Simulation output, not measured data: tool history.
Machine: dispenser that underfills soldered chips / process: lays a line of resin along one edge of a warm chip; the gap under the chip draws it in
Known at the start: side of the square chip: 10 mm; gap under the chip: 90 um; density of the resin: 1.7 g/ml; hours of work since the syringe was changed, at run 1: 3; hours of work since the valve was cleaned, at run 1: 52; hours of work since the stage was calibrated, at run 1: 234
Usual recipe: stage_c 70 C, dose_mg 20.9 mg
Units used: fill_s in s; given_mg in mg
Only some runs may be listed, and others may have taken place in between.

run	hour	stage_c	dose_mg	hours of work since the syringe was changed	hours of work since the valve was cleaned	hours of work since the stage was calibrated	fill_s	given_mg
1	0.0	70	20.9	3	52	234	90.8	20.37
2	5.9	70	20.9	7	56	238	118.8	20.33
# hour 7.1: new syringe of resin
3	12.5	70	20.9	3	60	242	91.8	20.23
# hour 18.9: new syringe of resin
4	20.7	72	20.9	1	65	247	74.6	20.15
# hour 29.2: dispensing valve cleaned and set on the balance
# hour 32.1: new syringe of resin
5	32.9	72	20.9	1	2	254	70.4	20.71
6	38.6	59	20.9	4	6	258	150.9	20.77
# hour 44.1: new syringe of resin
7	47.6	59	20.9	2	11	263	132.2	20.63
# hour 56.2: new syringe of resin
8	58.8	59	20.9	2	18	270	127.1	20.62
9	66.7	59	20.9	7	23	275	177.4	20.51
# hour 68.2: new syringe of resin
10	72.8	59	20.9	3	27	279	139.0	20.52
# hour 79.8: new syringe of resin
11	80.0	59	20.9	0	32	283	115.4	20.51
12	85.0	59	20.9	3	35	286	142.4	20.36
# hour 91.6: new syringe of resin
13	92.3	59	20.9	0	39	291	116.6	20.43
# hour 103.5: new syringe of resin
14	104.2	59	20.9	0	47	298	117.5	20.29
# hour 115.1: new syringe of resin
15	116.4	59	20.9	1	54	306	120.6	20.18
16	126.1	67	20.9	7	60	312	132.2	20.07
# hour 127.1: new syringe of resin
17	134.7	76	20.9	5	66	317	81.0	20.07
# hour 138.7: new syringe of resin
# hour 141.7: dispensing valve cleaned and set on the balance
18	142.2	70	19.4	2	0	321	82.7	19.37
19	149.4	70	19.4	6	5	326	112.0	19.30
# hour 152.3: new syringe of resin
20	156.2	80	19.1	2	9	330	59.4	19.02
21	162.3	76	20.0	6	13	334	87.1	19.75
# hour 164.5: new syringe of resin
22	172.2	68	19.6	5	19	340	109.9	19.25
# hour 176.1: new syringe of resin
23	179.2	72	20.9	2	23	344	73.8	20.56
# hour 188.0: new syringe of resin
24	191.1	63	23.8	2	31	352	104.4	23.26
# hour 200.1: new syringe of resin
25	202.0	56	20.2	1	38	359	142.0	19.62
# hour 211.8: new syringe of resin
26	211.8	56	20.2	0	44	365	130.4	19.72
27	222.3	58	25.7	7	50	371	173.5	24.87
# hour 223.5: new syringe of resin
# hour 230.8: stage's temperature calibrated
28	232.3	60	24.8	5	56	1	153.0	23.84
# hour 236.6: new syringe of resin
29	244.5	60	25.5	5	64	9	153.7	24.40
# hour 248.2: new syringe of resin
30	249.9	60	25.5	1	67	12	119.4	24.53
# hour 254.9: dispensing valve cleaned and set on the balance
31	259.1	56	18.9	6	3	17	208.1	18.81
# hour 261.4: new syringe of resin
32	266.3	81	26.1	3	7	21	56.9	26.10

For run 33, what comes out?
# hour 273.3: new syringe of resin
33	278.3	60	18.0	3	15	29	?	?

{"run 33": {"fill_s": 148.3, "given_mg": 17.75}}
Were there no unlogged condition in the tool, this run, its random variation unchanged, would have produced fill_s 121.9 s, given_mg 17.90 mg.

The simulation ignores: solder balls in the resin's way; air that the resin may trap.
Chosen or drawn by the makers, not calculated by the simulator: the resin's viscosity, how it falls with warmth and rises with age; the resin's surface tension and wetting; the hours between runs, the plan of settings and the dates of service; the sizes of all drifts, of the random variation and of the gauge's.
